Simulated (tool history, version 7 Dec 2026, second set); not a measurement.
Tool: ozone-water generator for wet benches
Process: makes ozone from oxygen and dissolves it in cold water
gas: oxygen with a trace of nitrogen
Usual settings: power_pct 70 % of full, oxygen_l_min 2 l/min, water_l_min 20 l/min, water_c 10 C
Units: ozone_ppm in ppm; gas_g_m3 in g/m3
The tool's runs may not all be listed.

{"run": 1, "hour": 0.0, "power_pct": 70, "oxygen_l_min": 2, "water_l_min": 20, "water_c": 10, "ozone_ppm": 12.2, "gas_g_m3": 243.2}
{"run": 2, "hour": 101.9, "power_pct": 70, "oxygen_l_min": 2, "water_l_min": 20, "water_c": 10, "ozone_ppm": 12.4, "gas_g_m3": 243.9}
{"run": 3, "hour": 198.3, "power_pct": 70, "oxygen_l_min": 2.36, "water_l_min": 20, "water_c": 10, "ozone_ppm": 12.9, "gas_g_m3": 224.7}
{"hour": 302.1, "done": "water thermometer calibrated"}
{"run": 4, "hour": 348.5, "power_pct": 70, "oxygen_l_min": 3.22, "water_l_min": 20, "water_c": 10, "ozone_ppm": 14.1, "gas_g_m3": 193.2}
{"hour": 460.2, "done": "contactor cleaned"}
{"run": 5, "hour": 488.7, "power_pct": 70, "oxygen_l_min": 3.22, "water_l_min": 20, "water_c": 10, "ozone_ppm": 14.9, "gas_g_m3": 190.9}
{"run": 6, "hour": 653.9, "power_pct": 70, "oxygen_l_min": 3.22, "water_l_min": 20, "water_c": 10, "ozone_ppm": 14.8, "gas_g_m3": 189.2}
{"run": 7, "hour": 790.6, "power_pct": 70, "oxygen_l_min": 3.22, "water_l_min": 20, "water_c": 10, "ozone_ppm": 14.7, "gas_g_m3": 190.1}
{"run": 8, "hour": 908.4, "power_pct": 70, "oxygen_l_min": 3.22, "water_l_min": 20, "water_c": 10, "ozone_ppm": 14.5, "gas_g_m3": 190.2}
{"run": 9, "hour": 1008.1, "power_pct": 70, "oxygen_l_min": 3.22, "water_l_min": 20, "water_c": 10, "ozone_ppm": 14.4, "gas_g_m3": 188.8}
{"run": 10, "hour": 1127.9, "power_pct": 70, "oxygen_l_min": 3.22, "water_l_min": 20, "water_c": 10, "ozone_ppm": 14.6, "gas_g_m3": 188.3}
{"run": 11, "hour": 1229.1, "power_pct": 70, "oxygen_l_min": 3.22, "water_l_min": 20, "water_c": 10, "ozone_ppm": 14.5, "gas_g_m3": 186.6}
{"run": 12, "hour": 1388.3, "power_pct": 70, "oxygen_l_min": 3.22, "water_l_min": 20, "water_c": 10, "ozone_ppm": 14.3, "gas_g_m3": 189.5}
{"run": 13, "hour": 1547.4, "power_pct": 70, "oxygen_l_min": 3.22, "water_l_min": 20, "water_c": 10, "ozone_ppm": 14, "gas_g_m3": 186.9}
{"run": 14, "hour": 1665.2, "power_pct": 70, "oxygen_l_min": 3.22, "water_l_min": 20, "water_c": 10, "ozone_ppm": 14.1, "gas_g_m3": 184.9}
{"run": 15, "hour": 1801.0, "power_pct": 70, "oxygen_l_min": 3.22, "water_l_min": 20, "water_c": 10, "ozone_ppm": 13.8, "gas_g_m3": 185.8}
{"run": 16, "hour": 1969.5, "power_pct": 70, "oxygen_l_min": 2, "water_l_min": 20, "water_c": 10, "ozone_ppm": 12.4, "gas_g_m3": 234.4}
{"run": 17, "hour": 2134.4, "power_pct": 70, "oxygen_l_min": 2, "water_l_min": 20, "water_c": 10, "ozone_ppm": 12.2, "gas_g_m3": 231.9}
{"run": 18, "hour": 2205.1, "power_pct": 44, "oxygen_l_min": 2.89, "water_l_min": 20, "water_c": 10, "ozone_ppm": 9.8, "gas_g_m3": 140.8}
{"run": 19, "hour": 2282.8, "power_pct": 44, "oxygen_l_min": 3.08, "water_l_min": 20, "water_c": 7, "ozone_ppm": 10.1, "gas_g_m3": 134.9}
{"run": 20, "hour": 2417.1, "power_pct": 44, "oxygen_l_min": 3.08, "water_l_min": 27, "water_c": 7, "ozone_ppm": 6.9, "gas_g_m3": 134.2}
{"run": 21, "hour": 2536.5, "power_pct": 41, "oxygen_l_min": 2.36, "water_l_min": 20, "water_c": 10, "ozone_ppm": 8.7, "gas_g_m3": 145.3}
{"run": 22, "hour": 2672.6, "power_pct": 41, "oxygen_l_min": 2.36, "water_l_min": 20, "water_c": 10, "ozone_ppm": 8.7, "gas_g_m3": 146.2}
{"run": 23, "hour": 2767.1, "power_pct": 41, "oxygen_l_min": 2.36, "water_l_min": 20, "water_c": 10, "ozone_ppm": 8.8, "gas_g_m3": 146.3}
{"run": 24, "hour": 2852.2, "power_pct": 72, "oxygen_l_min": 2.24, "water_l_min": 15, "water_c": 10, "ozone_ppm": 17.6, "gas_g_m3": 220.9}
{"run": 25, "hour": 2940.3, "power_pct": 46, "oxygen_l_min": 2.24, "water_l_min": 15, "water_c": 6, "ozone_ppm": 13.5, "gas_g_m3": 160.2}
{"run": 26, "hour": 3082.2, "power_pct": 70, "oxygen_l_min": 3.1, "water_l_min": 20, "water_c": 10, "ozone_ppm": 13.2, "gas_g_m3": 183}
{"run": 27, "hour": 3248.2, "power_pct": 58, "oxygen_l_min": 2.24, "water_l_min": 18, "water_c": 9, "ozone_ppm": 12.3, "gas_g_m3": 188.6}
{"run": 28, "hour": 3411.4, "power_pct": 58, "oxygen_l_min": 2.24, "water_l_min": 18, "water_c": 9, "ozone_ppm": 12.1, "gas_g_m3": 186.8}
{"run": 29, "hour": 3483.8, "power_pct": 55, "oxygen_l_min": 1.58, "water_l_min": 19, "water_c": 17, "ozone_ppm": 9.4, "gas_g_m3": 214.5}
{"run": 30, "hour": 3604.7, "power_pct": 70, "oxygen_l_min": 2.95, "water_l_min": 15, "water_c": 13, "ozone_ppm": 17.1, "gas_g_m3": 184.6}
{"run": 31, "hour": 3702.5, "power_pct": 70, "oxygen_l_min": 2.95, "water_l_min": 15, "water_c": 13, "ozone_ppm": 17.2, "gas_g_m3": 183.6}
{"run": 32, "hour": 3841.6, "power_pct": 46, "oxygen_l_min": 2.44, "water_l_min": 20, "water_c": 10, "ozone_ppm": 9.3, "gas_g_m3": 151.6}
{"hour": 3926.1, "done": "water thermometer calibrated"}
{"run": 33, "hour": 3981.4, "power_pct": 70, "oxygen_l_min": 1.52, "water_l_min": 20, "water_c": 12, "ozone_ppm": 10.3, "gas_g_m3": 256.1}

Measured less the same run without the tool's hidden state. The same run-to-run variation is in both; the gauge's scatter may not be:
The hidden state here: yield of the discharge, % of new electrodes'; contactor's efficiency, % of a clean one's; true water temperature over the reading, C; drift of the gauge itself on ozone_ppm, %; drift of the gauge itself on gas_g_m3, %.
run=1 ozone_ppm=-2.7 gas_g_m3=-34.2
run=2 ozone_ppm=-2.8 gas_g_m3=-34.9
run=3 ozone_ppm=-2.9 gas_g_m3=-32.7
run=4 ozone_ppm=-3.2 gas_g_m3=-28.9
run=5 ozone_ppm=-2.3 gas_g_m3=-29.5
run=6 ozone_ppm=-2.4 gas_g_m3=-30
run=7 ozone_ppm=-2.5 gas_g_m3=-30.8
run=8 ozone_ppm=-2.6 gas_g_m3=-31.4
run=9 ozone_ppm=-2.7 gas_g_m3=-31.8
run=10 ozone_ppm=-2.7 gas_g_m3=-32.4
run=11 ozone_ppm=-2.8 gas_g_m3=-32.7
run=12 ozone_ppm=-2.8 gas_g_m3=-34
run=13 ozone_ppm=-2.9 gas_g_m3=-34.5
run=14 ozone_ppm=-3 gas_g_m3=-34.7
run=15 ozone_ppm=-3 gas_g_m3=-35.8
run=16 ozone_ppm=-2.8 gas_g_m3=-46.2
run=17 ozone_ppm=-2.8 gas_g_m3=-46.8
run=18 ozone_ppm=-1.5 gas_g_m3=-17.8
run=19 ozone_ppm=-1.5 gas_g_m3=-17.3
run=20 ozone_ppm=-1.1 gas_g_m3=-17.5
run=21 ozone_ppm=-1.3 gas_g_m3=-17.6
run=22 ozone_ppm=-1.4 gas_g_m3=-17.9
run=23 ozone_ppm=-1.4 gas_g_m3=-18.2
run=24 ozone_ppm=-4.5 gas_g_m3=-50.3
run=25 ozone_ppm=-2.4 gas_g_m3=-23.7
run=26 ozone_ppm=-3.7 gas_g_m3=-42.2
run=27 ozone_ppm=-2.9 gas_g_m3=-37.5
run=28 ozone_ppm=-3 gas_g_m3=-37.9
run=29 ozone_ppm=-2.2 gas_g_m3=-41.7
run=30 ozone_ppm=-5 gas_g_m3=-45.5
run=31 ozone_ppm=-5 gas_g_m3=-45.7
run=32 ozone_ppm=-2 gas_g_m3=-25.4
run=33 ozone_ppm=-3.3 gas_g_m3=-66.4
